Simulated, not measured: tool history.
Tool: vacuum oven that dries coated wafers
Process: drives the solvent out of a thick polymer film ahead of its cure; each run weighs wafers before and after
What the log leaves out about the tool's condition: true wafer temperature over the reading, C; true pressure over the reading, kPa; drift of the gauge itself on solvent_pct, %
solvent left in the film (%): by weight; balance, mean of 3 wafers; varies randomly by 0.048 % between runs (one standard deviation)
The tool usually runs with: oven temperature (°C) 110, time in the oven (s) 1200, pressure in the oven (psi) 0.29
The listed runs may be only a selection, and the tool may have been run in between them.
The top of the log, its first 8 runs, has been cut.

run   hour  oven temperature (°C)  time in the oven (s)  pressure in the oven (psi)  hours of work since the thermocouples were calibrated  hours of work since the vacuum gauge was cleaned of residue  solvent left in the film (%)
  9  296.4                    110                  1200                       0.606                                                    585                                                          756                          4.32
 10  326.7                    110                  1200                       0.606                                                    605                                                          776                          4.41
 11  373.9                    123                  1200                       0.606                                                    637                                                          808                          1.59
 12  400.8                    123                  1200                       0.606                                                    655                                                          826                          1.52
 13  448.7                    123                  1200                       0.606                                                    687                                                          858                          1.56
 14  475.4                    100                  1200                        0.29                                                    705                                                          876                          7.02
 15  525.5                    100                  1200                        0.29                                                    739                                                          909                          6.95
 16  578.2                    100                  1200                        0.29                                                    774                                                          945                          7.02
 17  612.1                    100                  1200                        0.29                                                    797                                                          968                          6.85
 18  651.5                    100                  1200                        0.29                                                    823                                                          994                          6.85
 19  681.6                    100                  1200                        0.29                                                    843                                                         1014                          6.89
 20  708.6                    100                  1200                        0.29                                                    862                                                         1032                          6.93
 21    762                    100                  2040                        0.29                                                    897                                                         1068                          4.44
 22  806.3                    110                  1200                       0.202                                                    927                                                         1098                           3.8
 23    850                    110                  1200                       0.202                                                    956                                                         1127                          3.79
       873  -- oven's thermocouples calibrated
 24  884.9                    110                  1200                       0.202                                                      8                                                         1149                          4.12
 25  921.2                    110                  1080                       0.171                                                     32                                                         1174                          4.66
 26  950.2                    110                   600                       0.657                                                     52                                                         1193                          8.02
 27    977                    110                   600                       0.657                                                     70                                                         1211                          7.97

The next listed run, before its measurement:
 28  1028.3                    106                  1680                        0.74                                                    104                                                         1245                             ?

Run 28 produced solvent left in the film (%) 4.57.
With no hidden state in the tool, this same run would have given solvent left in the film (%) 4.32.
